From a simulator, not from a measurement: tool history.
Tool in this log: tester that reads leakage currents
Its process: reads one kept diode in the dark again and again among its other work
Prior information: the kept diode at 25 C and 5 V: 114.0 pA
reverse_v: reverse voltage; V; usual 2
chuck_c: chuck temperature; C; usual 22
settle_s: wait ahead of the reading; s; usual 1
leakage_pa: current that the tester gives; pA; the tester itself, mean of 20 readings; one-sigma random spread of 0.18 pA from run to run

run,day,reverse_v,chuck_c,settle_s,leakage_pa
1,0,2,22,1,53.93
2,2.5,2,22,1,53.56
3,5.175,2,22,0.47,54.03
4,8.529,8.08,22,0.47,114.55
5,10.717,8.08,22,0.47,114.4
6,12.633,2,22,1,52.98
7,15.729,9.99,22,1,125.93
8,18.538,12.89,53,1.09,1321.34
9,21.683,7.15,28,5.92,162.84
10,24.617,6.6,22,5.02,97.11
11,27.471,2,59,1,717.81
12,30.867,2,22,0.97,51.41
13,33.412,2,22,0.97,51.26
14,35.462,7.62,23,0.97,113.38

Measured result minus the same run's result without the hidden state. Both carry the same run-to-run variation, though not necessarily the same gauge scatter:
The hidden state here: stray current of the dirty probe card, pA a volt; current scale over the true one, %; true chuck temperature over the reading, C; drift of the gauge itself on leakage_pa, %.
run,leakage_pa
1,-1.91
2,-2.14
3,-2.4
4,-4.93
5,-5.26
6,-3.06
7,-6.61
8,-83.87
9,-11.28
10,-6.79
11,-55.75
12,-4.63
13,-4.85
14,-9.74
